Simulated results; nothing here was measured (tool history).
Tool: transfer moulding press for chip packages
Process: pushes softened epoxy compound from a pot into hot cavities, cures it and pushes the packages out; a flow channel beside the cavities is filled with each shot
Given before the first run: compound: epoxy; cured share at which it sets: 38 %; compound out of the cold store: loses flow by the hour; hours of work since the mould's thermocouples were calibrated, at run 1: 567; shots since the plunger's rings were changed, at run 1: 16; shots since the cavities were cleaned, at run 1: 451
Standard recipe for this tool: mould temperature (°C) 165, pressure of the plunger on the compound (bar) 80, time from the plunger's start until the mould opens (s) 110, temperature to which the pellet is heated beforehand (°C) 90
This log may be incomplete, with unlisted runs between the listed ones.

| run | day | mould temperature (°C) | pressure of the plunger on the compound (bar) | time from the plunger's start until the mould opens (s) | temperature to which the pellet is heated beforehand (°C) | hours of work since the mould's thermocouples were calibrated | shots since the plunger's rings were changed | shots since the cavities were cleaned | incoming compound's hours out of the cold store | length that the compound runs in the flow channel (mm) | greatest force on the pins that push the packages out (N) |
|---|---|---|---|---|---|---|---|---|---|---|---|
| 1 | 0 | 165 | 80 | 110 | 90 | 567 | 16 | 451 | 31.5 | 787 | 517 |
| 2 | 0.654 | 165 | 80 | 110 | 90 | 574 | 143 | 578 | 35 | 769 | 526 |
| 3 | 1.958 | 165 | 80 | 110 | 90 | 589 | 398 | 833 | 15.4 | 859 | 586 |
|  | 2.221 | cavities cleaned with cleaning compound and waxed |
| 4 | 2.667 | 165 | 80 | 110 | 90 | 596 | 523 | 86 | 35.7 | 763 | 442 |
| 5 | 3.288 | 165 | 80 | 110 | 90 | 603 | 644 | 207 | 36 | 758 | 469 |
| 6 | 4.471 | 165 | 80 | 110 | 90 | 616 | 875 | 438 | 28.1 | 798 | 530 |
|  | 4.896 | mould's thermocouples calibrated |
| 7 | 5.362 | 165 | 80 | 106 | 90 | 5 | 1032 | 595 | 41.3 | 743 | 562 |
| 8 | 6.212 | 165 | 80 | 110 | 90 | 15 | 1197 | 760 | 31.4 | 771 | 605 |
|  | 6.842 | cavities cleaned with cleaning compound and waxed |
| 9 | 7.621 | 165 | 80 | 110 | 90 | 30 | 1460 | 152 | 44.4 | 717 | 449 |
| 10 | 8.308 | 165 | 80 | 110 | 90 | 38 | 1594 | 286 | 10.4 | 872 | 541 |
| 11 | 9.358 | 165 | 80 | 110 | 90 | 50 | 1798 | 490 | 36.5 | 749 | 549 |
| 12 | 10.133 | 165 | 80 | 110 | 90 | 58 | 1949 | 641 | 19.5 | 825 | 587 |
| 13 | 10.908 | 165 | 80 | 110 | 90 | 67 | 2100 | 792 | 9 | 874 | 624 |
|  | 11.412 | cavities cleaned with cleaning compound and waxed |
| 14 | 11.917 | 165 | 80 | 110 | 90 | 78 | 2285 | 99 | 42.4 | 727 | 449 |
| 15 | 13.054 | 165 | 80 | 110 | 90 | 90 | 2506 | 320 | 13 | 843 | 537 |

The next listed run, before its measurement:
| 16 | 13.842 | 165 | 80 | 110 | 90 | 99 | 2660 | 474 | 40.1 | ? | ? |

length that the compound runs in the flow channel (mm): 722
greatest force on the pins that push the packages out (N): 561
On a tool with no hidden condition, and with the same random variation, this run would have come out at length that the compound runs in the flow channel (mm) 753, greatest force on the pins that push the packages out (N) 428.
